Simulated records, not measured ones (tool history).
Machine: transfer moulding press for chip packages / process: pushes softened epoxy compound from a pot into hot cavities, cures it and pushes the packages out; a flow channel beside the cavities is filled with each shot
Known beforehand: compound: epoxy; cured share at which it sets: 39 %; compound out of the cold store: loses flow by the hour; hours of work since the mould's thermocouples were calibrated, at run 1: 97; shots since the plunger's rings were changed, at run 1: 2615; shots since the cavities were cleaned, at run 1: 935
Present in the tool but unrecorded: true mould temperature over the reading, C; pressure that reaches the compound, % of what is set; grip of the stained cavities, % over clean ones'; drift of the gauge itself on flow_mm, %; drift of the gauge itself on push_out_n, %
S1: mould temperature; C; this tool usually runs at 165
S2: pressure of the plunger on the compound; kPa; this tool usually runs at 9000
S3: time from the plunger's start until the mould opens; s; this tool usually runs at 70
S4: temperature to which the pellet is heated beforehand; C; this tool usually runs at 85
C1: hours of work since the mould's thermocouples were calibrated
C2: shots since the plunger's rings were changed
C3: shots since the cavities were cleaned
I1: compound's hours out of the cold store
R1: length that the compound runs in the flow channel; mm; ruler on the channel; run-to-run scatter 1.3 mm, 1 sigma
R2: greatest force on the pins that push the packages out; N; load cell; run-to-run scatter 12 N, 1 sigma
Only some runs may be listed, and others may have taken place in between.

Run 1, day 0: usual settings; C1 97; C2 2615; C3 935; I1 34.6. Result: R1 543 mm, R2 1111 N.
Run 2, day 0.392: usual settings; C1 103; C2 2746; C3 1066; I1 36.2. Result: R1 540 mm, R2 1168 N.
At day 0.633: cavities cleaned with cleaning compound and waxed.
Run 3, day 0.796: usual settings; C1 107; C2 2860; C3 54; I1 9.8. Result: R1 601 mm, R2 694 N.
At day 1.021: plunger's sealing rings changed.
Run 4, day 1.2: usual settings but S4 83 C; C1 111; C2 60; C3 155; I1 30.4. Result: R1 568 mm, R2 735 N.
Run 5, day 1.462: usual settings but S4 83 C; C1 115; C2 147; C3 242; I1 35.6. Result: R1 555 mm, R2 796 N.
Run 6, day 1.733: usual settings but S4 89 C; C1 118; C2 237; C3 332; I1 24.5. Result: R1 581 mm, R2 887 N.
Run 7, day 1.975: usual settings but S4 89 C; C1 122; C2 318; C3 413; I1 17.2. Result: R1 597 mm, R2 955 N.
Run 8, day 2.221: usual settings but S4 89 C; C1 125; C2 400; C3 495; I1 15.2. Result: R1 604 mm, R2 989 N.
Run 9, day 2.45: usual settings but S4 89 C; C1 128; C2 477; C3 572; I1 18.8. Result: R1 597 mm, R2 1036 N.
Run 10, day 2.762: usual settings but S4 89 C; C1 132; C2 582; C3 677; I1 19.2. Result: R1 594 mm, R2 1059 N.
Run 11, day 3.062: usual settings but S4 89 C; C1 136; C2 682; C3 777; I1 12.8. Result: R1 612 mm, R2 1129 N.
Run 12, day 3.396: usual settings but S4 89 C; C1 141; C2 793; C3 888; I1 35.5. Result: R1 551 mm, R2 1116 N.
Run 13, day 3.7: usual settings; C1 145; C2 894; C3 989; I1 39. Result: R1 543 mm, R2 1136 N.
Run 14, day 3.996: usual settings but S3 100 s; C1 149; C2 992; C3 1087; I1 36. Result: R1 550 mm, R2 851 N.
At day 4.167: cavities cleaned with cleaning compound and waxed.
Run 15, day 4.462: usual settings but S3 100 s; C1 154; C2 1128; C3 99; I1 15.3. Result: R1 599 mm, R2 495 N.
Run 16, day 4.792: usual settings but S2 8310 kPa, S3 51 s; C1 159; C2 1237; C3 208; I1 30.2. Result: R1 543 mm, R2 1663 N.
Run 17, day 5.129: usual settings but S3 64 s, S4 83 C; C1 163; C2 1350; C3 321; I1 20.8. Result: R1 586 mm, R2 1105 N.
Run 18, day 5.525: usual settings but S1 173 C, S2 8900 kPa, S3 57 s; C1 169; C2 1482; C3 453; I1 22.3. Result: R1 550 mm, R2 860 N.
Run 19, day 5.85: usual settings but S1 173 C, S2 8900 kPa, S3 57 s; C1 173; C2 1591; C3 562; I1 28.2. Result: R1 537 mm, R2 942 N.
Run 20, day 6.321: usual settings but S3 79 s; C1 180; C2 1748; C3 719; I1 43.5. Result: R1 531 mm, R2 903 N.
Run 21, day 6.546: usual settings but S3 79 s; C1 183; C2 1823; C3 794; I1 21.9. Result: R1 578 mm, R2 970 N.
Run 22, day 6.838: usual settings but S1 166 C, S2 8130 kPa, S3 79 s; C1 187; C2 1920; C3 891; I1 30.8. Result: R1 525 mm, R2 920 N.
Run 23, day 7.262: usual settings but S2 9450 kPa, S4 76 C; C1 192; C2 2062; C3 1033; I1 11.2. Result: R1 624 mm, R2 1268 N.
At day 7.604: cavities cleaned with cleaning compound and waxed.
Run 24, day 7.692: usual settings but S2 9450 kPa, S4 76 C; C1 197; C2 2185; C3 30; I1 19.6. Result: R1 600 mm, R2 648 N.
Run 25, day 8.121: usual settings but S2 9450 kPa, S4 76 C; C1 203; C2 2328; C3 173; I1 15.2. Result: R1 609 mm, R2 806 N.
Run 26, day 8.325: usual settings but S1 173 C, S2 9450 kPa, S4 91 C; C1 206; C2 2396; C3 241; I1 9.2. Result: R1 595 mm, R2 593 N.
Run 27, day 8.704: usual settings but S1 161 C, S2 9450 kPa, S4 80 C; C1 211; C2 2522; C3 367; I1 15.1. Result: R1 624 mm, R2 1337 N.
Run 28, day 9.096: usual settings but S1 162 C, S3 83 s; C1 216; C2 2653; C3 498; I1 39.8. Result: R1 542 mm, R2 857 N.
Run 29, day 9.454: usual settings but S1 169 C; C1 221; C2 2773; C3 618; I1 10.9. Result: R1 588 mm, R2 875 N.

Forecast each of these 4 alternatives for the next run:
Run A, day 9.704: usual settings but S1 158 C, S2 7320 kPa, S4 89 C; C1 224; C2 2857; C3 702; I1 11.9. Result: R1 ?, R2 ?.
Run B, day 9.704: usual settings but S1 169 C, S4 79 C; C1 224; C2 2857; C3 702; I1 43.3. Result: R1 ?, R2 ?.
Run C, day 9.704: usual settings but S1 166 C, S3 94 s, S4 76 C; C1 224; C2 2857; C3 702; I1 21.7. Result: R1 ?, R2 ?.
Run D, day 9.704: usual settings but S3 71 s, S4 94 C; C1 224; C2 2857; C3 702; I1 17. Result: R1 ?, R2 ?.

run   R1    R2
  A  567  2074
  B  513   879
  C  572   779
  D  586  1040
Had the tool no hidden state, the same runs would have come out as:
run   R1    R2
  A  582  1080
  B  527   470
  C  588   419
  D  602   546
